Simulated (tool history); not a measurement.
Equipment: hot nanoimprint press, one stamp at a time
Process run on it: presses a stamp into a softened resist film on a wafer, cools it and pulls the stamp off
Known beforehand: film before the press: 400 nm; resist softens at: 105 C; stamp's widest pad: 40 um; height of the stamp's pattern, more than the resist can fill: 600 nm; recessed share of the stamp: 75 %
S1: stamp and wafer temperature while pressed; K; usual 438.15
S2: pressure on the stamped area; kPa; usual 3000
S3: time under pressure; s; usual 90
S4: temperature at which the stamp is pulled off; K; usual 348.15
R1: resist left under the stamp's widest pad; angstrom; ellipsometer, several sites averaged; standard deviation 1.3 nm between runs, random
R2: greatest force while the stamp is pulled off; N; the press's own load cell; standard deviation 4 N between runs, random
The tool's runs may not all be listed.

Run 1, hour 0.0: usual settings. Result: R1 2019 angstrom, R2 196 N.
Run 2, hour 10.7: usual settings but S1 432.15 K. Result: R1 2738 angstrom, R2 193 N.
Run 3, hour 25.2: usual settings but S3 67 s. Result: R1 2220 angstrom, R2 187 N.
Run 4, hour 42.7: usual settings but S3 67 s. Result: R1 2213 angstrom, R2 188 N.
Run 5, hour 55.4: usual settings but S3 67 s. Result: R1 2239 angstrom, R2 191 N.
Run 6, hour 66.1: usual settings but S3 67 s. Result: R1 2201 angstrom, R2 189 N.
Run 7, hour 76.6: usual settings but S3 67 s. Result: R1 2216 angstrom, R2 193 N.
Run 8, hour 90.5: usual settings but S1 444.15 K. Result: R1 1451 angstrom, R2 188 N.
Run 9, hour 111.5: usual settings but S1 444.15 K. Result: R1 1451 angstrom, R2 192 N.
Run 10, hour 131.2: usual settings but S4 354.15 K. Result: R1 2019 angstrom, R2 172 N.
Run 11, hour 153.5: usual settings. Result: R1 2031 angstrom, R2 194 N.
Run 12, hour 172.5: usual settings. Result: R1 2038 angstrom, R2 197 N.
Run 13, hour 184.3: usual settings. Result: R1 2011 angstrom, R2 190 N.
Run 14, hour 203.6: usual settings. Result: R1 2020 angstrom, R2 181 N.
Run 15, hour 214.8: usual settings. Result: R1 2007 angstrom, R2 193 N.
Run 16, hour 237.6: usual settings but S3 49 s. Result: R1 2453 angstrom, R2 190 N.
Run 17, hour 260.6: usual settings but S1 445.15 K, S2 2750 kPa, S3 125 s, S4 353.15 K. Result: R1 1281 angstrom, R2 184 N.
Run 18, hour 284.1: usual settings but S1 446.15 K, S2 2520 kPa, S4 333.15 K. Result: R1 1454 angstrom, R2 222 N.
Run 19, hour 296.7: usual settings but S1 442.15 K, S2 4410 kPa, S4 333.15 K. Result: R1 1304 angstrom, R2 240 N.
Run 20, hour 316.8: usual settings but S1 446.15 K, S2 2270 kPa, S3 50 s, S4 339.15 K. Result: R1 1874 angstrom, R2 215 N.
Run 21, hour 328.3: usual settings but S1 446.15 K, S2 2270 kPa, S3 50 s, S4 339.15 K. Result: R1 1846 angstrom, R2 217 N.
Run 22, hour 341.0: usual settings but S1 446.15 K, S2 2250 kPa, S3 55 s, S4 339.15 K. Result: R1 1849 angstrom, R2 222 N.
Run 23, hour 360.1: usual settings but S1 446.15 K, S2 2250 kPa, S3 47 s, S4 343.15 K. Result: R1 1913 angstrom, R2 212 N.
Run 24, hour 384.4: usual settings but S1 434.15 K, S2 1820 kPa, S4 335.15 K. Result: R1 2996 angstrom, R2 229 N.
Run 25, hour 400.5: usual settings but S1 428.15 K, S2 2090 kPa, S4 353.15 K. Result: R1 3527 angstrom, R2 182 N.
Run 26, hour 413.4: usual settings but S1 426.15 K, S2 1890 kPa. Result: R1 3640 angstrom, R2 200 N.
Run 27, hour 428.7: usual settings but S1 426.15 K, S2 1890 kPa. Result: R1 3681 angstrom, R2 194 N.
Run 28, hour 447.2: usual settings but S4 343.15 K. Result: R1 2029 angstrom, R2 209 N.

What if the next run were any one of these 5? Each begins from the tool's condition after run 28:
Run A, hour 467.7: usual settings but S4 346.15 K. Result: R1 ?, R2 ?.
Run B, hour 467.7: usual settings but S4 350.15 K. Result: R1 ?, R2 ?.
Run C, hour 467.7: usual settings but S1 431.15 K, S2 2970 kPa, S4 349.15 K. Result: R1 ?, R2 ?.
Run D, hour 467.7: usual settings but S2 3970 kPa, S4 335.15 K. Result: R1 ?, R2 ?.
Run E, hour 467.7: usual settings but S3 70 s, S4 355.15 K. Result: R1 ?, R2 ?.

run    R1   R2
  A  2023  201
  B  2003  184
  C  2880  190
  D  1753  233
  E  2201  176
Had the tool no hidden state, the same runs would have come out as:
run    R1   R2
  A  2017  200
  B  1997  183
  C  2873  188
  D  1747  232
  E  2194  175
